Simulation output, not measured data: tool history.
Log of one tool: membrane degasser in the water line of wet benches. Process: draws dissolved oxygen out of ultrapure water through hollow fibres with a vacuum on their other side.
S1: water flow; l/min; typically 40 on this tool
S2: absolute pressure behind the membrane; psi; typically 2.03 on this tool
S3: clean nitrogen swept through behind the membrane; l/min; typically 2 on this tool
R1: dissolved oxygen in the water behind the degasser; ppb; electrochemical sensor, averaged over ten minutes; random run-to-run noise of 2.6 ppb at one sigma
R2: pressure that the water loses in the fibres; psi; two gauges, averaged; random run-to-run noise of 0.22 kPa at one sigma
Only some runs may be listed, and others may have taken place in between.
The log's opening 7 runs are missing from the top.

run,hour,S1,S2,S3,R1,R2
8,270.2,40,1.96,2,458.9,7.625
9,323.8,40,1.91,2,445.2,7.6
10,370.5,40,1.33,2,284.7,7.635
11,398.9,40,1.33,2,280.3,7.614
12,448.3,40,2.64,2,646,7.642
13,496.8,40,3.41,2,846.5,7.62
14,544.6,40,3.41,2,846.8,7.658
15,588.7,40,4.48,2,1116.8,7.633
16,637.2,40,4.48,2,1123.4,7.636
17,674.4,40,4.48,2,1115.9,7.638
18,702.7,40,4.48,2,1123.2,7.668
19,736.9,40,2.89,3.1,494.1,7.723
20,764.2,25,1.28,1.03,311.4,4.795
21,810.7,25,1.28,1.03,316,4.809
22,859.9,27,1.28,4.08,98.3,5.13
23,900.4,36,3.58,2,816.1,6.907
24,942.8,29,1.35,1.03,384.2,5.509
25,980.4,29,1.35,1.03,383,5.564
26,1026.4,32,2.97,4.77,285.8,6.151
27,1073.3,36,1.49,4.56,144.2,6.866
28,1120.6,36,1.49,4.56,144.6,6.885
29,1144.9,30,3.09,1.42,803.7,5.732
30,1194.4,56,2.03,1.37,859.8,10.818
31,1232.2,40,2.55,1.35,854.8,7.616

Below are 4 alternative next runs, each starting from the tool's condition after run 31. Predict each:
A,1274.1,56,1.64,2.23,?,?
B,1274.1,26,4.19,1.73,?,?
C,1274.1,35,2.03,1.28,?,?
D,1274.1,40,1.75,1.35,?,?

run,R1,R2
A,453.4,10.829
B,836.7,4.991
C,625.8,6.72
D,565.8,7.684
What these runs would have given with no unlogged condition in the tool:
run,R1,R2
A,426.2,10.672
B,804.2,4.92
C,595.1,6.622
D,534.5,7.574

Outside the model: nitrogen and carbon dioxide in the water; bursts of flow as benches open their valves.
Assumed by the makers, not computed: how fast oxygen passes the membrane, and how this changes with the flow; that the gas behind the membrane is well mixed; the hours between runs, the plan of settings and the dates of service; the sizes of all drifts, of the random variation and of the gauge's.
